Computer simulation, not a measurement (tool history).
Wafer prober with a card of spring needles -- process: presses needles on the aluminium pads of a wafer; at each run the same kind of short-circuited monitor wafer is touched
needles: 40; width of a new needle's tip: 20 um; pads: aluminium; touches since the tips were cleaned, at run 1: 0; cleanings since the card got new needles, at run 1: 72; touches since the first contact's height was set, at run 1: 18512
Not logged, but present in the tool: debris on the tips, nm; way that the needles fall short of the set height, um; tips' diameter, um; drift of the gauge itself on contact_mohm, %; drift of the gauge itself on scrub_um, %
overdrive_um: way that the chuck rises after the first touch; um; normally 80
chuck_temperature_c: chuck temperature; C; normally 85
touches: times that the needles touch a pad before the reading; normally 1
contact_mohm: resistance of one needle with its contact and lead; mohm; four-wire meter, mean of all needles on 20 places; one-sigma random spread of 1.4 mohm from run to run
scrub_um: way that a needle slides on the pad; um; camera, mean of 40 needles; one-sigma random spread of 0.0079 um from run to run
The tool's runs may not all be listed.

run	hour	overdrive_um	chuck_temperature_c	touches	touches since the tips were cleaned	cleanings since the card got new needles	touches since the first contact's height was set	contact_mohm	scrub_um
1	0	80	85	1	0	72	18512	178	16.318
# hour 14.8: tips cleaned on abrasive film
# hour 29.2: tips cleaned on abrasive film
2	33.3	80	85	1	1264	74	28682	185	16.293
# hour 43.9: tips cleaned on abrasive film
# hour 58.3: tips cleaned on abrasive film
# hour 75.6: tips cleaned on abrasive film
3	84.4	80	85	1	2712	77	44258	187	16.261
# hour 90.1: tips cleaned on abrasive film
# hour 105.9: tips cleaned on abrasive film
4	118.4	80	85	1	3838	79	54638	195	16.239
# hour 120.8: tips cleaned on abrasive film
# hour 135.8: tips cleaned on abrasive film
# hour 152.7: tips cleaned on abrasive film
5	154.6	80	85	2	561	82	65623	182	16.222
# hour 169.1: tips cleaned on abrasive film
# hour 172.9: height of the first contact set anew
# hour 185: tips cleaned on abrasive film
6	196.7	80	85	1	3595	84	7284	194	16.345
# hour 200: tips cleaned on abrasive film
# hour 216.2: tips cleaned on abrasive film
# hour 233.7: tips cleaned on abrasive film
7	244.2	80	85	1	3216	87	21757	194	16.319
# hour 247.8: tips cleaned on abrasive film
# hour 263.3: tips cleaned on abrasive film
8	270.3	80	29	1	2141	89	29691	182	16.298
# hour 277.3: tips cleaned on abrasive film
# hour 294.1: tips cleaned on abrasive film
# hour 311.4: tips cleaned on abrasive film
9	321.9	80	29	1	3240	92	45443	185	16.256
# hour 327.8: tips cleaned on abrasive film
# hour 344: tips cleaned on abrasive film
# hour 360.3: tips cleaned on abrasive film
10	371.5	80	29	1	3452	95	60564	183	16.22
# hour 375.1: tips cleaned on abrasive film
# hour 390.6: tips cleaned on abrasive film
# hour 405.9: tips cleaned on abrasive film
# hour 406.2: height of the first contact set anew
11	414.7	80	29	1	2600	98	2600	182	16.351
# hour 420.5: tips cleaned on abrasive film
# hour 436.6: tips cleaned on abrasive film
# hour 452.4: tips cleaned on abrasive film
12	457.7	80	29	3	1631	101	15708	170	16.331
# hour 468: tips cleaned on abrasive film
# hour 484.8: tips cleaned on abrasive film
# hour 501.5: tips cleaned on abrasive film
13	503.4	80	29	3	602	104	29647	170	16.281

Run 14 comes next. What will it give?
# hour 517.4: tips cleaned on abrasive film
# hour 532.1: tips cleaned on abrasive film
14	532.1	80	29	3	0	106	38387	?	?

{"run 14": {"contact_mohm": 169, "scrub_um": 16.276}}
If the tool had no hidden condition, the same run with the same run-to-run variation would have returned contact_mohm 167 mohm, scrub_um 16.363 um.
